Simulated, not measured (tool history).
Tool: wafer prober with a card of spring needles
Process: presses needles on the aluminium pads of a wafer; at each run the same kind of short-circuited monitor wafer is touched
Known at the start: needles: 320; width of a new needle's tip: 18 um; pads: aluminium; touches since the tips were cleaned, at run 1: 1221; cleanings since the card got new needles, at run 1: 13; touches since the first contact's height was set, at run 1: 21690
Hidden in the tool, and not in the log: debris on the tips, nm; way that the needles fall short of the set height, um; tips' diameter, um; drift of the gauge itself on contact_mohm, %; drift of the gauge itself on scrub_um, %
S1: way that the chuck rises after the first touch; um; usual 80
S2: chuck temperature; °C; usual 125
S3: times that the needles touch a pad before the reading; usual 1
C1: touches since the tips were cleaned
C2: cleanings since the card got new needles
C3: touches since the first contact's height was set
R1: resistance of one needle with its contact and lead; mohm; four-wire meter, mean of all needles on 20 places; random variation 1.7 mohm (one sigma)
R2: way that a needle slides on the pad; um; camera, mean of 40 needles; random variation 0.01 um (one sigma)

run	hour	S1	S2	S3	C1	C2	C3	R1	R2
1	0	80	125	1	1221	13	21690	193	18.9
# hour 20.4: tips cleaned on abrasive film
# hour 45.1: tips cleaned on abrasive film
2	45.2	80	125	1	33	15	32217	183	18.89
# hour 70.6: tips cleaned on abrasive film
3	76.6	80	125	1	1385	16	39517	194	18.87
# hour 96.2: tips cleaned on abrasive film
4	106.8	80	125	1	2472	17	46554	202	18.85
# hour 121.8: tips cleaned on abrasive film
5	140.5	80	125	1	4375	18	54406	211	18.88
# hour 148.7: tips cleaned on abrasive film
# hour 173.9: tips cleaned on abrasive film
# hour 176.3: height of the first contact set anew
6	185.2	80	125	1	2594	20	2097	205	18.96
# hour 199.1: tips cleaned on abrasive film
7	217.6	80	125	1	4339	21	9644	211	18.93
# hour 223.5: tips cleaned on abrasive film
8	237.4	80	125	2	3267	22	14246	193	18.93
# hour 249.8: tips cleaned on abrasive film
9	267.5	80	125	2	4131	23	21245	197	18.9
# hour 276.1: tips cleaned on abrasive film
# hour 300.4: tips cleaned on abrasive film
# hour 303.4: tips cleaned on abrasive film, once more
10	312.8	80	125	2	2192	26	31766	193	18.9
# hour 329.5: tips cleaned on abrasive film
11	341.2	80	125	1	2748	27	38389	204	18.88
# hour 355: tips cleaned on abrasive film
# hour 381.4: tips cleaned on abrasive film
12	385.7	80	125	1	1011	29	48737	192	18.86
# hour 406: tips cleaned on abrasive film
13	418.2	80	125	1	2855	30	56317	207	18.83
# hour 433.5: tips cleaned on abrasive film
# hour 446.4: height of the first contact set anew
14	453.6	80	125	1	4641	31	1681	212	18.94
# hour 459.1: tips cleaned on abrasive film
15	475.3	80	125	1	3799	32	6727	211	18.94
# hour 485.8: tips cleaned on abrasive film
# hour 510.9: tips cleaned on abrasive film
16	513.5	80	125	1	610	34	15607	189	18.91
# hour 535.3: tips cleaned on abrasive film
17	549.4	80	125	1	3304	35	23984	209	18.91
# hour 562.7: tips cleaned on abrasive film
# hour 586.8: tips cleaned on abrasive film
18	588.1	80	125	1	299	37	32974	187	18.88
# hour 611.5: tips cleaned on abrasive film
19	632.9	60	125	2	5016	38	43429	223	14.14
# hour 635.1: tips cleaned on abrasive film
# hour 658.8: tips cleaned on abrasive film
20	667.9	72	51	1	2139	40	51567	201	16.95
# hour 684.4: tips cleaned on abrasive film
21	705.3	72	51	1	4891	41	60274	214	16.95
# hour 708: tips cleaned on abrasive film
# hour 714.3: height of the first contact set anew
# hour 733.3: tips cleaned on abrasive film
22	746.4	71	54	1	3042	43	7466	208	16.83
# hour 757.9: tips cleaned on abrasive film
23	780.4	71	54	1	5271	44	15403	220	16.8
# hour 783.3: tips cleaned on abrasive film
24	800.9	71	54	1	4116	45	20175	216	16.78
# hour 807.9: tips cleaned on abrasive film
# hour 832.6: tips cleaned on abrasive film
25	835.2	74	82	1	627	47	28150	184	17.47
# hour 860: tips cleaned on abrasive film
26	864.4	74	82	1	1034	48	34947	188	17.45
# hour 884.1: tips cleaned on abrasive film
27	887.6	74	82	1	818	49	40350	189	17.45
# hour 909.4: tips cleaned on abrasive film
28	925.3	61	82	2	3718	50	49136	207	14.36
# hour 933.7: tips cleaned on abrasive film
29	949.9	77	125	1	3792	51	54863	216	18.12
# hour 960.2: tips cleaned on abrasive film
# hour 983.8: height of the first contact set anew
# hour 988: tips cleaned on abrasive film
30	988.1	77	125	1	27	53	994	185	18.23
# hour 1014.7: tips cleaned on abrasive film
31	1028.1	92	111	2	3129	54	10314	187	21.77
# hour 1038.8: tips cleaned on abrasive film
32	1049	71	70	2	2377	55	15162	193	16.79

Forecast each of these 3 alternatives for the next run:
# hour 1064.4: tips cleaned on abrasive film
# hour 1089.1: tips cleaned on abrasive film
A	1095.8	80	125	2	1558	57	26061	?	?
# hour 1064.4: tips cleaned on abrasive film
# hour 1089.1: tips cleaned on abrasive film
B	1095.8	74	27	1	1558	57	26061	?	?
# hour 1064.4: tips cleaned on abrasive film
# hour 1089.1: tips cleaned on abrasive film
C	1095.8	75	98	1	1558	57	26061	?	?

run	R1	R2
A	191	18.9
B	187	17.48
C	201	17.71
Without the tool's hidden state the same runs would have given:
run	R1	R2
A	178	18.97
B	159	17.54
C	176	17.78
